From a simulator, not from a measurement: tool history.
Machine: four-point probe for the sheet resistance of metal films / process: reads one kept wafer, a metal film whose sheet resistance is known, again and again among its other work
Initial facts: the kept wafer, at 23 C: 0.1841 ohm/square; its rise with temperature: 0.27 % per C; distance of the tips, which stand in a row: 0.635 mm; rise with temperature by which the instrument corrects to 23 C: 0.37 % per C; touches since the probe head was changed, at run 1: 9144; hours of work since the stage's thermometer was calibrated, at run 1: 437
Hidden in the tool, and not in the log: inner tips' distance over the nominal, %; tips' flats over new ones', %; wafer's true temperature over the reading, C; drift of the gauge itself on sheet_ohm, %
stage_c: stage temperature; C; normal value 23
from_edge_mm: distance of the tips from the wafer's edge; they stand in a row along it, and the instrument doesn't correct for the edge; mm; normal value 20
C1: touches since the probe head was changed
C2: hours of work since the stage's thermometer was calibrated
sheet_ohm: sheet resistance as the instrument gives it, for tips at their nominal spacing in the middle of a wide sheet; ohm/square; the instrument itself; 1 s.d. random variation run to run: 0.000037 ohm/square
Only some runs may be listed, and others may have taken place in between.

Run 1, hour 0: usual settings; C1 9144; C2 437. Result: sheet_ohm 0.18453 ohm/square.
Run 2, hour 18.9: usual settings; C1 9961; C2 447. Result: sheet_ohm 0.184514 ohm/square.
Run 3, hour 33.3: usual settings; C1 10577; C2 454. Result: sheet_ohm 0.184462 ohm/square.
Run 4, hour 43.9: usual settings; C1 11034; C2 460. Result: sheet_ohm 0.18454 ohm/square.
Run 5, hour 64.3: usual settings; C1 11913; C2 470. Result: sheet_ohm 0.184525 ohm/square.
Run 6, hour 82.7: usual settings but stage_c 19 C; C1 12707; C2 480. Result: sheet_ohm 0.185189 ohm/square.
Run 7, hour 91.8: usual settings but stage_c 19 C; C1 13100; C2 484. Result: sheet_ohm 0.185272 ohm/square.
Run 8, hour 113.6: usual settings but stage_c 19 C; C1 14038; C2 496. Result: sheet_ohm 0.1852 ohm/square.
Run 9, hour 135.7: usual settings but from_edge_mm 66 mm; C1 14990; C2 507. Result: sheet_ohm 0.184426 ohm/square.
Run 10, hour 147.3: usual settings but stage_c 24 C; C1 15490; C2 513. Result: sheet_ohm 0.184299 ohm/square.
Run 11, hour 158.2: usual settings but stage_c 24 C; C1 15961; C2 519. Result: sheet_ohm 0.184328 ohm/square.
Run 12, hour 173.9: usual settings but stage_c 24 C; C1 16638; C2 527. Result: sheet_ohm 0.184289 ohm/square.
Run 13, hour 196: usual settings but stage_c 30 C; C1 17589; C2 539. Result: sheet_ohm 0.183336 ohm/square.
Run 14, hour 207.6: usual settings but stage_c 27 C; C1 18087; C2 545. Result: sheet_ohm 0.183709 ohm/square.
Run 15, hour 229.6: usual settings but stage_c 27 C, from_edge_mm 28 mm; C1 19038; C2 556. Result: sheet_ohm 0.18376 ohm/square.
Run 16, hour 250.6: usual settings but stage_c 27 C, from_edge_mm 28 mm; C1 19940; C2 567. Result: sheet_ohm 0.183707 ohm/square.
Run 17, hour 267.2: usual settings but stage_c 27 C, from_edge_mm 28 mm; C1 20657; C2 576. Result: sheet_ohm 0.183658 ohm/square.
Run 18, hour 276.9: usual settings; C1 21073; C2 581. Result: sheet_ohm 0.184385 ohm/square.
Run 19, hour 293.3: usual settings; C1 21780; C2 589. Result: sheet_ohm 0.184427 ohm/square.
Run 20, hour 314.8: usual settings; C1 22708; C2 600. Result: sheet_ohm 0.184362 ohm/square.
Run 21, hour 331.4: usual settings; C1 23420; C2 609. Result: sheet_ohm 0.184392 ohm/square.
Run 22, hour 348: usual settings but from_edge_mm 54 mm; C1 24136; C2 618. Result: sheet_ohm 0.184352 ohm/square.
Run 23, hour 366.8: usual settings but from_edge_mm 54 mm; C1 24946; C2 627. Result: sheet_ohm 0.184291 ohm/square.
Run 24, hour 388.2: usual settings but stage_c 22 C, from_edge_mm 4 mm; C1 25870; C2 638. Result: sheet_ohm 0.186895 ohm/square.
Run 25, hour 401.3: usual settings but stage_c 22 C, from_edge_mm 4 mm; C1 26434; C2 645. Result: sheet_ohm 0.186897 ohm/square.
Run 26, hour 414.8: usual settings but stage_c 22 C, from_edge_mm 4 mm; C1 27014; C2 652. Result: sheet_ohm 0.186865 ohm/square.
At hour 416.2: stage's thermometer calibrated.
Run 27, hour 428.7: usual settings but stage_c 30 C, from_edge_mm 11 mm; C1 27592; C2 6. Result: sheet_ohm 0.183452 ohm/square.
Run 28, hour 450.6: usual settings but stage_c 29 C, from_edge_mm 65 mm; C1 28534; C2 18. Result: sheet_ohm 0.183211 ohm/square.
Run 29, hour 465.6: usual settings but stage_c 30 C, from_edge_mm 55 mm; C1 29183; C2 26. Result: sheet_ohm 0.18312 ohm/square.
At hour 483.2: stage's thermometer calibrated, once more.
Run 30, hour 485.4: usual settings but stage_c 34 C, from_edge_mm 39 mm; C1 30015; C2 1. Result: sheet_ohm 0.182337 ohm/square.
Run 31, hour 505.8: usual settings but stage_c 33 C, from_edge_mm 57 mm; C1 30895; C2 12. Result: sheet_ohm 0.182454 ohm/square.
Run 32, hour 524.7: usual settings but stage_c 26 C, from_edge_mm 14 mm; C1 31707; C2 22. Result: sheet_ohm 0.183751 ohm/square.
Run 33, hour 535: usual settings but stage_c 26 C, from_edge_mm 14 mm; C1 32151; C2 27. Result: sheet_ohm 0.183751 ohm/square.
Run 34, hour 549.3: usual settings but stage_c 26 C, from_edge_mm 14 mm; C1 32766; C2 34. Result: sheet_ohm 0.183759 ohm/square.
Run 35, hour 570.5: usual settings but stage_c 18 C, from_edge_mm 3 mm; C1 33681; C2 45. Result: sheet_ohm 0.189361 ohm/square.

Run 36 comes next. What will it give?
Run 36, hour 582.8: usual settings but stage_c 19 C, from_edge_mm 30 mm; C1 34209; C2 52. Result: sheet_ohm ?.

sheet_ohm: 0.184893 ohm/square
If the tool had no hidden condition, the same run with the same run-to-run variation would have returned sheet_ohm 0.184918 ohm/square.
